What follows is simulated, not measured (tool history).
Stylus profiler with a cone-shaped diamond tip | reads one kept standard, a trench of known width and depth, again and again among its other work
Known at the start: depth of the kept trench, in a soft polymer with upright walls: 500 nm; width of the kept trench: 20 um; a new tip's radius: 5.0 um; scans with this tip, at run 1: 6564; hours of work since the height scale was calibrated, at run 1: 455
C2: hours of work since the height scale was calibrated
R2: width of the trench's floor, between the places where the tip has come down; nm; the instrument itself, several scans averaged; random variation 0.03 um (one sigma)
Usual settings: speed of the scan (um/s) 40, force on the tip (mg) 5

{"run": 1, "hour": 0.0, "speed of the scan (um/s)": 40, "force on the tip (mg)": 5, "scans with this tip": 6564, "C2": 455, "depth of the trench (nm)": 507.44, "R2": 14670}
{"run": 2, "hour": 87.8, "speed of the scan (um/s)": 40, "force on the tip (mg)": 5, "scans with this tip": 7524, "C2": 521, "depth of the trench (nm)": 507.25, "R2": 14570}
{"run": 3, "hour": 150.7, "speed of the scan (um/s)": 17, "force on the tip (mg)": 5, "scans with this tip": 8212, "C2": 569, "depth of the trench (nm)": 507.09, "R2": 14450}
{"run": 4, "hour": 223.9, "speed of the scan (um/s)": 17, "force on the tip (mg)": 5, "scans with this tip": 9012, "C2": 624, "depth of the trench (nm)": 506.94, "R2": 14420}
{"run": 5, "hour": 275.7, "speed of the scan (um/s)": 17, "force on the tip (mg)": 5, "scans with this tip": 9578, "C2": 664, "depth of the trench (nm)": 507.13, "R2": 14350}
{"hour": 283.1, "done": "height scale calibrated on a step standard"}
{"run": 6, "hour": 374.5, "speed of the scan (um/s)": 89, "force on the tip (mg)": 5, "scans with this tip": 10654, "C2": 69, "depth of the trench (nm)": 506.17, "R2": 14110}
{"run": 7, "hour": 447.6, "speed of the scan (um/s)": 40, "force on the tip (mg)": 5, "scans with this tip": 11452, "C2": 125, "depth of the trench (nm)": 506.06, "R2": 14070}
{"run": 8, "hour": 524.2, "speed of the scan (um/s)": 40, "force on the tip (mg)": 9.01, "scans with this tip": 12290, "C2": 183, "depth of the trench (nm)": 510, "R2": 14010}
{"run": 9, "hour": 576.4, "speed of the scan (um/s)": 45, "force on the tip (mg)": 10.92, "scans with this tip": 12861, "C2": 222, "depth of the trench (nm)": 511.81, "R2": 13910}
{"run": 10, "hour": 686.0, "speed of the scan (um/s)": 45, "force on the tip (mg)": 10.92, "scans with this tip": 14059, "C2": 305, "depth of the trench (nm)": 511.33, "R2": 13770}
{"run": 11, "hour": 786.8, "speed of the scan (um/s)": 40, "force on the tip (mg)": 2.44, "scans with this tip": 15161, "C2": 382, "depth of the trench (nm)": 501.92, "R2": 13600}
{"hour": 808.0, "done": "height scale calibrated on a step standard, once more"}
{"run": 12, "hour": 897.8, "speed of the scan (um/s)": 31, "force on the tip (mg)": 7.12, "scans with this tip": 16369, "C2": 68, "depth of the trench (nm)": 510.26, "R2": 13500}
{"run": 13, "hour": 953.4, "speed of the scan (um/s)": 31, "force on the tip (mg)": 7.12, "scans with this tip": 16977, "C2": 110, "depth of the trench (nm)": 510.17, "R2": 13500}
{"run": 14, "hour": 1004.8, "speed of the scan (um/s)": 31, "force on the tip (mg)": 7.12, "scans with this tip": 17539, "C2": 149, "depth of the trench (nm)": 509.95, "R2": 13440}

5 ways to go on from here, each from the tool as it stands after run 14. What would each give?
{"run": "A", "hour": 1074.4, "speed of the scan (um/s)": 31, "force on the tip (mg)": 6.24, "scans with this tip": 18300, "C2": 202, "depth of the trench (nm)": "?", "R2": "?"}
{"run": "B", "hour": 1074.4, "speed of the scan (um/s)": 40, "force on the tip (mg)": 1.87, "scans with this tip": 18300, "C2": 202, "depth of the trench (nm)": "?", "R2": "?"}
{"run": "C", "hour": 1074.4, "speed of the scan (um/s)": 15, "force on the tip (mg)": 4.69, "scans with this tip": 18300, "C2": 202, "depth of the trench (nm)": "?", "R2": "?"}
{"run": "D", "hour": 1074.4, "speed of the scan (um/s)": 14, "force on the tip (mg)": 1.81, "scans with this tip": 18300, "C2": 202, "depth of the trench (nm)": "?", "R2": "?"}
{"run": "E", "hour": 1074.4, "speed of the scan (um/s)": 31, "force on the tip (mg)": 3.55, "scans with this tip": 18300, "C2": 202, "depth of the trench (nm)": "?", "R2": "?"}

run=A depth_of_the_trench_(nm)=508.95 R2=13400
run=B depth_of_the_trench_(nm)=504.01 R2=13290
run=C depth_of_the_trench_(nm)=507.41 R2=13330
run=D depth_of_the_trench_(nm)=503.5 R2=13390
run=E depth_of_the_trench_(nm)=506.27 R2=13400
Without the tool's hidden state the same runs would have given:
run=A depth_of_the_trench_(nm)=509.48 R2=15650
run=B depth_of_the_trench_(nm)=504.54 R2=15540
run=C depth_of_the_trench_(nm)=507.95 R2=15590
run=D depth_of_the_trench_(nm)=504.03 R2=15640
run=E depth_of_the_trench_(nm)=506.81 R2=15650
